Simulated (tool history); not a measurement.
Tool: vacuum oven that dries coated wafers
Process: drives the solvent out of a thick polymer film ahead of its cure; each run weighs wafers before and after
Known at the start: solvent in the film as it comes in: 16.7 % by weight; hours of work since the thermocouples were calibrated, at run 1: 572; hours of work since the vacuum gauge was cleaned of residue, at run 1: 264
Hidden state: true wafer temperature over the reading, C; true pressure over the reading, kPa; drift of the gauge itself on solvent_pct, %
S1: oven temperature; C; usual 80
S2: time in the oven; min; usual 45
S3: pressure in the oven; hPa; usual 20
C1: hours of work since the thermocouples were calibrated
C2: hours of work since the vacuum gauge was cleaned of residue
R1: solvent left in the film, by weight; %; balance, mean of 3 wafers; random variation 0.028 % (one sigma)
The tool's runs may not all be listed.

Run 1, day 0: usual settings; C1 572; C2 264. Result: R1 1.7 %.
Run 2, day 1.008: usual settings; C1 584; C2 276. Result: R1 1.72 %.
Run 3, day 2.1: usual settings; C1 598; C2 289. Result: R1 1.7 %.
Run 4, day 2.783: usual settings; C1 606; C2 297. Result: R1 1.73 %.
Run 5, day 3.988: usual settings; C1 620; C2 312. Result: R1 1.71 %.
Run 6, day 4.788: usual settings; C1 630; C2 321. Result: R1 1.7 %.
Run 7, day 5.646: usual settings but S1 77 C; C1 640; C2 332. Result: R1 2.11 %.
Run 8, day 6.35: usual settings but S1 68 C; C1 649; C2 340. Result: R1 3.87 %.
Run 9, day 7.612: usual settings; C1 664; C2 355. Result: R1 1.74 %.
Run 10, day 8.875: usual settings; C1 679; C2 371. Result: R1 1.75 %.
Run 11, day 9.704: usual settings; C1 689; C2 381. Result: R1 1.71 %.
Run 12, day 10.558: usual settings but S1 91 C; C1 699; C2 391. Result: R1 0.81 %.
Run 13, day 11.392: usual settings but S1 91 C; C1 709; C2 401. Result: R1 0.89 %.
Run 14, day 12.112: usual settings but S1 91 C; C1 718; C2 410. Result: R1 0.85 %.
Run 15, day 13.267: usual settings but S2 27 min; C1 732; C2 424. Result: R1 3.08 %.
Run 16, day 14.304: usual settings but S2 29 min; C1 744; C2 436. Result: R1 2.83 %.
Run 17, day 15.158: usual settings; C1 755; C2 446. Result: R1 1.75 %.
Run 18, day 16.171: usual settings; C1 767; C2 458. Result: R1 1.72 %.
Run 19, day 16.921: usual settings; C1 776; C2 468. Result: R1 1.75 %.
Run 20, day 17.671: usual settings; C1 785; C2 477. Result: R1 1.8 %.
Run 21, day 18.404: usual settings but S1 72 C, S2 35 min, S3 49.8 hPa; C1 794; C2 485. Result: R1 5.85 %.
Run 22, day 19.308: usual settings but S2 24 min, S3 45.2 hPa; C1 805; C2 496. Result: R1 4.73 %.
Run 23, day 20.292: usual settings but S2 22 min; C1 817; C2 508. Result: R1 3.88 %.
Run 24, day 21.296: usual settings but S1 89 C, S2 65 min; C1 829; C2 520. Result: R1 0.89 %.
At day 21.45: vacuum gauge cleaned of residue and calibrated.
Run 25, day 22.025: usual settings but S2 24 min, S3 79 hPa; C1 837; C2 7. Result: R1 6.36 %.
Run 26, day 22.646: usual settings but S1 81 C, S2 77 min; C1 844; C2 14. Result: R1 1.32 %.
Run 27, day 23.292: usual settings but S1 88 C, S2 70 min, S3 55.4 hPa; C1 852; C2 22. Result: R1 2.42 %.
Run 28, day 24.517: usual settings but S1 65 C, S2 63 min, S3 13.8 hPa; C1 867; C2 37. Result: R1 3.1 %.
Run 29, day 25.262: usual settings but S1 65 C, S2 63 min, S3 13.8 hPa; C1 876; C2 46. Result: R1 3.15 %.
Run 30, day 25.979: usual settings but S1 65 C, S2 63 min, S3 13.8 hPa; C1 884; C2 55. Result: R1 3.16 %.
Run 31, day 27.021: usual settings but S1 75 C, S2 63 min, S3 11.4 hPa; C1 897; C2 67. Result: R1 1.38 %.
At day 27.546: vacuum gauge cleaned of residue and calibrated, once more.
Run 32, day 27.783: usual settings but S1 69 C, S2 63 min, S3 66.3 hPa; C1 905; C2 3. Result: R1 6.52 %.
Run 33, day 28.862: usual settings but S1 69 C, S2 63 min, S3 66.3 hPa; C1 918; C2 16. Result: R1 6.45 %.
Run 34, day 29.612: usual settings but S1 93 C, S2 33 min; C1 927; C2 25. Result: R1 0.89 %.
Run 35, day 30.6: usual settings but S1 93 C, S2 33 min, S3 12.2 hPa; C1 939; C2 37. Result: R1 0.66 %.
Run 36, day 31.875: usual settings but S1 93 C, S2 33 min, S3 12.2 hPa; C1 954; C2 52. Result: R1 0.64 %.
Run 37, day 32.438: usual settings but S1 93 C, S2 42 min, S3 10.2 hPa; C1 961; C2 59. Result: R1 0.43 %.
Run 38, day 33.233: usual settings but S1 75 C, S2 40 min, S3 10.2 hPa; C1 971; C2 69. Result: R1 2.13 %.

Forecast each of these 4 alternatives for the next run:
Run A, day 33.779: usual settings but S1 77 C, S2 23 min, S3 38.7 hPa; C1 977; C2 75. Result: R1 ?.
Run B, day 33.779: usual settings but S1 72 C, S2 33 min; C1 977; C2 75. Result: R1 ?.
Run C, day 33.779: usual settings but S2 38 min, S3 57.2 hPa; C1 977; C2 75. Result: R1 ?.
Run D, day 33.779: usual settings but S1 69 C, S3 41.4 hPa; C1 977; C2 75. Result: R1 ?.

run    R1
  A  5.29
  B  4.05
  C  4.02
  D  5.29
Without the tool's hidden state the same runs would have given:
run    R1
  A  5.03
  B   3.8
  C   3.8
  D     5

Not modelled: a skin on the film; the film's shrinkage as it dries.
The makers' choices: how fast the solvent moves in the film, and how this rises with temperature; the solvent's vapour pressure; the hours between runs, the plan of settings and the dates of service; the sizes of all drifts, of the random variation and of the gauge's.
